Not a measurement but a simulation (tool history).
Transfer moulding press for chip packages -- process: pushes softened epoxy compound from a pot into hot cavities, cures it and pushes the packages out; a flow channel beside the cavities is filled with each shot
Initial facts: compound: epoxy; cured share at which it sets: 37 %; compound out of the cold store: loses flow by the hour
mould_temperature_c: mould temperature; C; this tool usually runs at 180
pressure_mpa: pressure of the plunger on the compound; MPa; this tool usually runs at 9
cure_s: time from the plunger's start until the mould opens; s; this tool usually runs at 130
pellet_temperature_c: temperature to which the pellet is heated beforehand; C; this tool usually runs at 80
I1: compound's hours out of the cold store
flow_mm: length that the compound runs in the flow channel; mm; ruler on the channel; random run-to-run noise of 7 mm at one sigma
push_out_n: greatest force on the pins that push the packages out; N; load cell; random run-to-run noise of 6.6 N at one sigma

Run 1, day 0: usual settings; I1 11.5. Result: flow_mm 778 mm, push_out_n 390 N.
Run 2, day 0.9: usual settings but mould_temperature_c 186 C; I1 34.5. Result: flow_mm 700 mm, push_out_n 368 N.
Run 3, day 1.762: usual settings but mould_temperature_c 186 C; I1 30.8. Result: flow_mm 708 mm, push_out_n 407 N.
Run 4, day 2.504: usual settings but mould_temperature_c 186 C; I1 9.9. Result: flow_mm 750 mm, push_out_n 447 N.
Run 5, day 3.079: usual settings; I1 37.8. Result: flow_mm 696 mm, push_out_n 491 N.
Run 6, day 3.867: usual settings; I1 24.5. Result: flow_mm 745 mm, push_out_n 539 N.
At day 4.071: cavities cleaned with cleaning compound and waxed.
Run 7, day 4.775: usual settings; I1 40.4. Result: flow_mm 708 mm, push_out_n 308 N.
Run 8, day 5.917: usual settings; I1 25.7. Result: flow_mm 728 mm, push_out_n 396 N.
Run 9, day 6.979: usual settings; I1 16. Result: flow_mm 751 mm, push_out_n 438 N.
Run 10, day 7.621: usual settings but mould_temperature_c 176 C; I1 32.8. Result: flow_mm 722 mm, push_out_n 551 N.
Run 11, day 8.517: usual settings but mould_temperature_c 176 C; I1 10.1. Result: flow_mm 777 mm, push_out_n 615 N.
At day 9.546: cavities cleaned with cleaning compound and waxed.
Run 12, day 9.583: usual settings but mould_temperature_c 176 C; I1 42.9. Result: flow_mm 708 mm, push_out_n 326 N.
Run 13, day 10.233: usual settings but cure_s 128 s; I1 12.8. Result: flow_mm 736 mm, push_out_n 325 N.
Run 14, day 10.821: usual settings; I1 40.9. Result: flow_mm 675 mm, push_out_n 372 N.
Run 15, day 11.854: usual settings; I1 35. Result: flow_mm 687 mm, push_out_n 393 N.
Run 16, day 12.708: usual settings; I1 18.9. Result: flow_mm 722 mm, push_out_n 447 N.
Run 17, day 13.45: usual settings; I1 43.8. Result: flow_mm 666 mm, push_out_n 465 N.
Run 18, day 14.1: usual settings; I1 24.1. Result: flow_mm 708 mm, push_out_n 495 N.
Run 19, day 14.85: usual settings but mould_temperature_c 186 C, pressure_mpa 8.4 MPa, cure_s 149 s, pellet_temperature_c 82 C; I1 17.4. Result: flow_mm 677 mm, push_out_n 442 N.
At day 14.983: cavities cleaned with cleaning compound and waxed.
Run 20, day 15.538: usual settings but mould_temperature_c 187 C, pressure_mpa 8.28 MPa, pellet_temperature_c 77 C; I1 44.4. Result: flow_mm 619 mm, push_out_n 278 N.
Run 21, day 16.55: usual settings but mould_temperature_c 187 C, pressure_mpa 8.28 MPa, cure_s 165 s, pellet_temperature_c 83 C; I1 28.6. Result: flow_mm 645 mm, push_out_n 312 N.
Run 22, day 17.117: usual settings but mould_temperature_c 187 C, pressure_mpa 8.28 MPa, cure_s 165 s, pellet_temperature_c 83 C; I1 33. Result: flow_mm 637 mm, push_out_n 346 N.
At day 18.271: plunger's sealing rings changed.
Run 23, day 18.35: usual settings but mould_temperature_c 187 C, pressure_mpa 8.28 MPa, cure_s 165 s, pellet_temperature_c 83 C; I1 28.5. Result: flow_mm 761 mm, push_out_n 388 N.
Run 24, day 19.262: usual settings but mould_temperature_c 172 C, pressure_mpa 9.2 MPa, cure_s 168 s, pellet_temperature_c 74 C; I1 44.3. Result: flow_mm 799 mm, push_out_n 510 N.
Run 25, day 19.879: usual settings but mould_temperature_c 172 C, pressure_mpa 9.2 MPa, cure_s 168 s, pellet_temperature_c 74 C; I1 34.3. Result: flow_mm 836 mm, push_out_n 534 N.
At day 20.571: cavities cleaned with cleaning compound and waxed.
Run 26, day 20.842: usual settings but mould_temperature_c 172 C, pressure_mpa 9.2 MPa, cure_s 168 s, pellet_temperature_c 74 C; I1 28.4. Result: flow_mm 829 mm, push_out_n 301 N.
Run 27, day 21.921: usual settings but pressure_mpa 8.89 MPa, cure_s 153 s, pellet_temperature_c 89 C; I1 30.6. Result: flow_mm 771 mm, push_out_n 328 N.
Run 28, day 22.738: usual settings but mould_temperature_c 186 C, pellet_temperature_c 78 C; I1 13.6. Result: flow_mm 809 mm, push_out_n 372 N.
Run 29, day 24.067: usual settings but pellet_temperature_c 76 C; I1 14.4. Result: flow_mm 814 mm, push_out_n 495 N.

Hidden state or all else? Some run-to-run changes of flow_mm, split into what the settings, what came in and random variation would give without the hidden state, and what is left for the hidden state (with any gauge scatter that isn't in both results):
Unlogged tool condition in this case: true mould temperature over the reading, C; pressure that reaches the compound, % of what is set; grip of the stained cavities, % over clean ones'; drift of the gauge itself on flow_mm, %; drift of the gauge itself on push_out_n, %.
Run 1 -> 2: mould_temperature_c 180 -> 186. flow_mm -78 mm: hidden state +5, all else -83.
Run 10 -> 11: no setting changed, nothing entered. flow_mm +55 mm: hidden state -10, all else +65.
Run 22 -> 23: plunger's sealing rings changed. flow_mm +124 mm: hidden state +106, all else +18.

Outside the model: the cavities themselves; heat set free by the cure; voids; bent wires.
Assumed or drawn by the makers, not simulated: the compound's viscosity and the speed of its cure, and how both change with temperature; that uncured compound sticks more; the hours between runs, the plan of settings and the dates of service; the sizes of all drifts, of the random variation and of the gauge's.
